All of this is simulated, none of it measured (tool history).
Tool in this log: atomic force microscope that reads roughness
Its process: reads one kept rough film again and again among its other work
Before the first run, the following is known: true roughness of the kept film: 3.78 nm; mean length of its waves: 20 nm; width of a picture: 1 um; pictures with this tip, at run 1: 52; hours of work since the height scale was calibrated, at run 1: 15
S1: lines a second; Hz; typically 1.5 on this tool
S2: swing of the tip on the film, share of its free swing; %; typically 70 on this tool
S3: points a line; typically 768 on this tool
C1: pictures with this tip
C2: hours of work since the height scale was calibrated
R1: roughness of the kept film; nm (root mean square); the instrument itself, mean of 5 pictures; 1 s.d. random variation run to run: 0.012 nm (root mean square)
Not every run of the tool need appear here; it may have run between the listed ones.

run	day	S1	S2	S3	C1	C2	R1
1	0	1.5	70	768	52	15	2.278
2	0.433	1.5	70	768	60	20	2.225
# day 0.846: new tip fitted
3	0.983	2.99	70	768	3	26	2.61
4	1.438	2.99	70	768	11	31	2.503
5	1.683	1.5	70	768	15	33	2.611
6	2.217	1.5	70	768	25	39	2.489
7	2.733	1.5	70	768	34	45	2.415
8	3.117	1.5	70	768	41	49	2.355
9	3.533	1.5	70	768	49	54	2.297
10	3.954	1.5	70	768	57	58	2.226
# day 4.517: new tip fitted
11	4.517	1.5	82	768	0	64	2.685
12	4.908	1.5	82	768	7	69	2.606
13	5.308	1.5	82	768	14	73	2.521
14	5.654	1.5	82	768	20	77	2.447
15	5.9	1.5	82	768	25	79	2.424
16	6.183	1.5	82	768	30	83	2.361
17	6.671	1.5	70	768	39	88	2.395
18	6.954	1.5	70	768	44	91	2.346
19	7.304	1.5	70	768	51	95	2.272
20	7.646	0.55	70	768	57	99	2.281
21	7.979	1.5	70	272	63	102	2.115
# day 8.229: new tip fitted
22	8.292	2	70	272	1	106	2.674
23	8.671	1.5	70	686	8	110	2.706
24	8.992	1.5	70	686	14	113	2.656
25	9.392	1.5	70	686	21	118	2.55
26	9.671	1.5	70	686	26	121	2.522
27	10.075	1.5	76	655	34	125	2.373
28	10.304	1.12	89	805	38	128	2.276
29	10.842	3.3	71	611	48	134	2.136
30	11.312	0.66	70	768	56	139	2.298
31	11.796	0.66	70	768	65	144	2.219
# day 11.921: new tip fitted
32	12.258	1.19	69	594	6	149	2.752
33	12.617	1.19	83	769	13	153	2.576
34	13.112	1.5	69	389	22	158	2.521
35	13.592	1.87	70	768	30	163	2.446
36	13.992	1.5	63	531	38	168	2.421
37	14.446	1.5	63	531	46	173	2.351
38	14.796	0.59	70	276	52	177	2.268
39	15.308	1.5	58	887	62	182	2.267
# day 15.625: new tip fitted
40	15.662	1.5	58	887	1	186	2.914
41	16.158	1.5	55	768	10	191	2.801
42	16.704	1.5	85	474	20	197	2.417
43	17.242	1.5	72	768	30	203	2.47
44	17.608	1.5	67	768	36	207	2.412
45	18.025	1.5	67	768	44	212	2.354
46	18.433	1.5	70	930	51	216	2.274
47	18.675	1.17	70	402	56	219	2.237
48	19.021	1.02	70	768	62	223	2.251
# day 19.308: new tip fitted
49	19.342	2.45	58	402	1	226	2.834
50	19.838	1.5	84	501	10	232	2.534
51	20.312	0.87	84	989	18	237	2.591

Below, some changes in R1 between adjacent runs. For each, the amount present without the hidden state too (settings, incoming material, random variation) and the amount remaining for the hidden state with gauge scatter not shared by both compared results:
Unlogged tool condition in this case: radius of the tip, nm; height scale over the true one, %; drift of the gauge itself on roughness_nm, %.
Run 21 -> 22: S1 1.5 -> 2, new tip fitted. R1 +0.559 nm (root mean square): hidden state +0.61, all else -0.051.
Run 39 -> 40: new tip fitted. R1 +0.647 nm (root mean square): hidden state +0.665, all else -0.018.
Run 48 -> 49: S1 1.02 -> 2.45, S2 70 -> 58, S3 768 -> 402, new tip fitted. R1 +0.583 nm (root mean square): hidden state +0.659, all else -0.076.
